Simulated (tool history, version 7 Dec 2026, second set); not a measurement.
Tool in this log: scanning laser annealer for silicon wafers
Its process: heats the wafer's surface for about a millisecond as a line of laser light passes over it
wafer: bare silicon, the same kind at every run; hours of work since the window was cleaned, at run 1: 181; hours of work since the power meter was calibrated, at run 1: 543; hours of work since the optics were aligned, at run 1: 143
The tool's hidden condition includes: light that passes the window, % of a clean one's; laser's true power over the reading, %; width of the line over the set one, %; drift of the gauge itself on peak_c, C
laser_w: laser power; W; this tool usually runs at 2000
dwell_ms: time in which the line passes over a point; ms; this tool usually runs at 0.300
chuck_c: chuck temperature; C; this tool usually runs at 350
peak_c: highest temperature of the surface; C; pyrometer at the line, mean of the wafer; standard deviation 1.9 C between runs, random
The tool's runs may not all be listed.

run	hour	laser_w	dwell_ms	chuck_c	hours of work since the window was cleaned	hours of work since the power meter was calibrated	hours of work since the optics were aligned	peak_c
1	0.0	2000	0.300	350	181	543	143	1196
2	35.7	2000	0.300	350	200	563	163	1197
3	79.6	2000	0.300	350	224	587	187	1196
4	112.2	1950	0.300	350	242	605	205	1167
5	131.0	2000	0.300	350	253	615	215	1201
6	149.8	1972	0.300	350	263	626	225	1183
7	189.3	1972	0.300	318	285	647	247	1150
8	225.0	1972	0.300	318	304	667	267	1150
9	266.7	1972	0.300	318	327	690	290	1152
10	293.4	1972	0.300	318	342	705	304	1149
11	321.4	1972	0.300	318	357	720	320	1152
12	356.9	1972	0.300	318	377	739	339	1151
13	390.9	1972	0.295	318	396	758	358	1144
14	433.3	2000	0.212	350	419	781	381	1069
15	454.3	2000	0.212	350	430	793	393	1068
# hour 467.5: window over the wafer cleaned
16	486.7	2000	0.300	350	11	810	410	1198
17	524.0	1898	0.300	350	31	830	430	1144
18	567.8	1898	0.300	350	55	854	454	1146
19	591.6	2010	0.300	350	68	867	467	1204
20	621.9	2000	0.227	350	85	884	484	1092
21	651.0	2000	0.227	350	101	900	500	1094
22	675.5	1800	0.300	377	114	914	514	1122
23	696.7	1845	0.243	345	126	925	525	1043
24	717.4	1845	0.243	345	137	937	537	1042
25	744.6	2000	0.364	362	152	952	551	1287
26	780.3	2000	0.364	362	172	971	571	1289
27	823.8	2127	0.378	384	196	995	595	1398
28	850.6	2127	0.378	384	211	1010	610	1400
29	894.4	1924	0.378	384	235	1034	634	1283
30	928.9	1924	0.378	384	254	1053	653	1283
31	962.1	1919	0.378	348	272	1071	671	1247
32	1006.1	1747	0.366	313	296	1095	695	1099
33	1029.8	1747	0.366	313	309	1108	708	1102
34	1065.1	1901	0.225	326	329	1128	728	1020
35	1085.6	1901	0.225	326	340	1139	739	1019
36	1121.2	2145	0.300	313	360	1159	759	1233
37	1150.3	2086	0.301	350	376	1175	775	1242
38	1169.3	1732	0.300	347	386	1185	785	1060
39	1210.1	2127	0.286	313	408	1208	808	1205
40	1251.1	1895	0.345	367	431	1230	830	1213
# hour 1261.6: window over the wafer cleaned
41	1272.8	1895	0.345	367	6	1241	841	1215

Branching from run 41: 3 alternative next runs. What would each branch give?
A	1302.7	2000	0.241	350	23	1257	857	?
B	1302.7	1987	0.369	350	23	1257	857	?
C	1302.7	1937	0.345	358	23	1257	857	?

run	peak_c
A	1116
B	1276
C	1227
Stripped of hidden state, with their random variation kept, the same runs would have yielded:
run	peak_c
A	1116
B	1276
C	1228

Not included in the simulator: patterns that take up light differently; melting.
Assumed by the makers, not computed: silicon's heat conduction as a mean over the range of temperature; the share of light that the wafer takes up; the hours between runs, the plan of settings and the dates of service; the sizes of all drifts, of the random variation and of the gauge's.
